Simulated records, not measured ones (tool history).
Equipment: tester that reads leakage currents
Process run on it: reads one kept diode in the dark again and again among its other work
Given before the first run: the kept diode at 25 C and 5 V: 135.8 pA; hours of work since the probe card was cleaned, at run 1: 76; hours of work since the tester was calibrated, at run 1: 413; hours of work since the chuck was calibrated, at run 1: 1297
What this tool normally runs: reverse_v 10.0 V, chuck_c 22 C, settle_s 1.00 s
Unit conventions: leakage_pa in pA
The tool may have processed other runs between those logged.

run    hour  reverse_v  chuck_c  settle_s  hours of work since the probe card was cleaned  hours of work since the tester was calibrated  hours of work since the chuck was calibrated  leakage_pa
  1     0.0       10.0       22      1.00                                              76                                            413                                          1297      160.94
  2    93.7       10.0       22      1.00                                             116                                            454                                          1337      161.82
  3   191.4       10.0       22      1.00                                             158                                            496                                          1379      164.06
  4   252.1       10.0       22      1.00                                             185                                            522                                          1406      165.57
  5   306.9       10.0       22      1.00                                             208                                            546                                          1429      165.89
  6   400.0       10.0       22      1.00                                             249                                            586                                          1470      166.08
  7   493.2       10.0       22      1.00                                             289                                            626                                          1510      168.30
  8   549.7       10.0       22      1.00                                             313                                            651                                          1535      169.20
  9   656.7       10.0       22      1.00                                             360                                            697                                          1581      170.42
 10   745.9        2.1       22      1.00                                             398                                            736                                          1619       84.02
 11   810.8        2.1       22      1.00                                             426                                            764                                          1647       84.69
 12   861.5        1.2       22      1.00                                             448                                            786                                          1669       66.09
 13   936.5       10.0       22      4.99                                             481                                            818                                          1702      171.77
 14  1033.2       10.0       22      1.00                                             523                                            860                                          1744      175.62
 15  1104.1       10.0       22      1.00                                             553                                            891                                          1774      176.95
 16  1161.3       10.0       22      1.00                                             578                                            915                                          1799      178.05
     1211.6  -- chuck's temperature calibrated
 17  1227.0       10.0       22      1.00                                             606                                            943                                             7      199.33
 18  1289.7       10.0       22      1.00                                             633                                            970                                            34      201.27
 19  1368.1       10.0       22      1.00                                             667                                           1004                                            68      202.00
 20  1434.3       10.0       22      1.00                                             695                                           1033                                            96      202.80
 21  1509.0        4.9       46      0.34                                             728                                           1065                                           129     1026.42
 22  1567.3        4.9       46      0.34                                             753                                           1090                                           154     1037.09
 23  1613.0        3.6       46      0.43                                             773                                           1110                                           174      901.31
     1680.3  -- chuck's temperature calibrated, once more
 24  1714.8        3.6       46      0.43                                             816                                           1153                                            15      687.48
 25  1797.8        3.6       26      1.29                                             852                                           1189                                            51      133.91
 26  1846.0        2.1       36      2.33                                             873                                           1210                                            72      244.97
 27  1945.1        2.1       36      2.33                                             915                                           1253                                           115      245.97
 28  2044.1       11.7       21      2.42                                             958                                           1296                                           157      157.68
 29  2111.8        9.6       37      0.35                                             988                                           1325                                           187      535.60
 30  2190.8       10.0       27      0.55                                            1022                                           1359                                           221      245.68
 31  2260.5        2.1       32      0.36                                            1052                                           1389                                           251      180.80
 32  2355.5        6.2       25      0.36                                            1093                                           1430                                           292      167.27
 33  2425.7        6.2       25      0.36                                            1123                                           1461                                           323      168.27
 34  2533.8        9.2       45      1.00                                            1170                                           1508                                           369     1004.02
 35  2631.7        9.2       45      1.00                                            1213                                           1550                                           412     1004.01
 36  2726.3        9.2       45      1.00                                            1253                                           1591                                           453     1010.53
 37  2793.0        1.7       31      1.00                                            1282                                           1620                                           481      154.04
 38  2860.5        1.7       31      1.00                                            1312                                           1649                                           511      154.02
 39  2920.4        6.3       43      5.05                                            1337                                           1675                                           537      736.84

Some steps in leakage_pa, run to run, broken into two amounts with sign: the step expected even without the hidden condition (settings, incoming material, random variation), and the rest, left for the hidden condition together with whatever gauge scatter is not in both the measured and the hidden-condition-free result:
Hidden state at play: stray current of the dirty probe card, pA a volt; current scale over the true one, %; true chuck temperature over the reading, C; drift of the gauge itself on leakage_pa, %.
Run 20 -> 21: reverse_v 10.0 -> 4.9, chuck_c 22 -> 46, settle_s 1.00 -> 0.34. leakage_pa +823.62 pA: hidden state +175.40, all else +648.22.
Run 23 -> 24: chuck's temperature calibrated, once more. leakage_pa -213.83 pA: hidden state -210.60, all else -3.23.
Run 33 -> 34: reverse_v 6.2 -> 9.2, chuck_c 25 -> 45, settle_s 0.36 -> 1.00. leakage_pa +835.75 pA: hidden state +24.71, all else +811.04.
Run 36 -> 37: reverse_v 9.2 -> 1.7, chuck_c 45 -> 31. leakage_pa -856.49 pA: hidden state -39.13, all else -817.36.
